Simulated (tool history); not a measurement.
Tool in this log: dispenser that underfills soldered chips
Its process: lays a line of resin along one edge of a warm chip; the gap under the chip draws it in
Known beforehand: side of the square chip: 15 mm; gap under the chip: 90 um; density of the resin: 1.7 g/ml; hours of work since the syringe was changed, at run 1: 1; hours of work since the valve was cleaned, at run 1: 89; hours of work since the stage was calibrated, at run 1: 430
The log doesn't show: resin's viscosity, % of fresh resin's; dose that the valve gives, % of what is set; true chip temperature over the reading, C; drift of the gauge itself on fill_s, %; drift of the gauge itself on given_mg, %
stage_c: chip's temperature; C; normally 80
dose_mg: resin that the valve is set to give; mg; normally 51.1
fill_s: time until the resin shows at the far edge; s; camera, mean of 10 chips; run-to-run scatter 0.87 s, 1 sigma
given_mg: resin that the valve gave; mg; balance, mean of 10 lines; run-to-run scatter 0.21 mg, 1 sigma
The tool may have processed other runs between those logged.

run	hour	stage_c	dose_mg	hours of work since the syringe was changed	hours of work since the valve was cleaned	hours of work since the stage was calibrated	fill_s	given_mg
1	0	80	51.1	1	89	430	104.9	46.76
# hour 7.6: new syringe of resin
# hour 16.1: new syringe of resin
2	16.1	80	51.1	0	100	441	97	46.25
# hour 24.7: new syringe of resin
# hour 25.7: dispensing valve cleaned and set on the balance
3	32.8	80	51.1	5	5	453	150.1	50.77
# hour 34.3: new syringe of resin
4	40	80	65.9	4	10	458	134.1	65.35
# hour 43.7: new syringe of resin
# hour 52.8: new syringe of resin
5	54.8	80	65.9	2	21	468	108.8	64.29
# hour 62.1: new syringe of resin
# hour 70.9: new syringe of resin
6	70.9	80	65.9	0	32	480	95.2	63.76
# hour 80.2: new syringe of resin
7	83.2	80	65.9	2	41	489	118.9	62.78
# hour 88.8: new syringe of resin
# hour 97.7: new syringe of resin
8	97.7	80	49.1	0	51	499	97.8	46.93
# hour 106.7: new syringe of resin
9	108.7	80	49.1	1	59	507	115.3	46.3
# hour 115.8: new syringe of resin
10	117.9	80	49.1	2	66	513	114.1	45.8
# hour 124.7: new syringe of resin
11	128.9	80	58	3	74	521	129.2	53.56
# hour 133.3: new syringe of resin
12	135.6	80	51.1	2	78	526	115.4	47.1
# hour 142.1: new syringe of resin
13	143.5	80	51.1	1	84	532	108.2	46.83
# hour 151.2: new syringe of resin
14	157	80	51.1	4	94	541	146.3	46.33
# hour 159.7: new syringe of resin
15	166.9	78	51.1	5	101	548	180.8	46.09
# hour 169.2: new syringe of resin
# hour 174.3: dispensing valve cleaned and set on the balance
# hour 179.2: new syringe of resin
16	180.5	78	51.1	1	4	557	120.5	50.6
# hour 188.7: new syringe of resin
17	194.3	78	51.1	4	14	567	160.9	50.23
# hour 198.2: new syringe of resin
18	206	84	57.9	6	23	576	131.5	56.54
# hour 207.5: new syringe of resin
# hour 216.4: new syringe of resin
19	219.3	83	51.5	2	32	585	105.6	49.61
# hour 226.1: new syringe of resin
20	234.1	84	48.8	6	43	596	142.1	47.21
# hour 235.4: new syringe of resin
# hour 244.1: new syringe of resin
21	246.8	80	55.8	2	52	605	119	53.03
# hour 252.7: new syringe of resin
22	257.2	75	48.9	3	59	612	183.7	46.15
# hour 261.6: new syringe of resin
23	267	75	48.9	4	66	619	190.6	45.64
# hour 270.3: new syringe of resin
# hour 279.7: new syringe of resin
24	282.9	87	62.8	2	77	630	86.8	58.38
# hour 288.9: new syringe of resin
25	295.1	90	62.8	5	86	639	88.9	57.35
# hour 298.1: new syringe of resin
# hour 307.4: new syringe of resin
26	309.9	71	61	2	97	650	196.3	55.16

Run 27 comes next. What will it give?
# hour 316.2: new syringe of resin
27	317.6	92	60	1	102	655	?	?

fill_s: 59.6 s
given_mg: 53.9 mg
Had the tool carried no hidden state, the very same run would have given fill_s 43.9 s, given_mg 59.89 mg.

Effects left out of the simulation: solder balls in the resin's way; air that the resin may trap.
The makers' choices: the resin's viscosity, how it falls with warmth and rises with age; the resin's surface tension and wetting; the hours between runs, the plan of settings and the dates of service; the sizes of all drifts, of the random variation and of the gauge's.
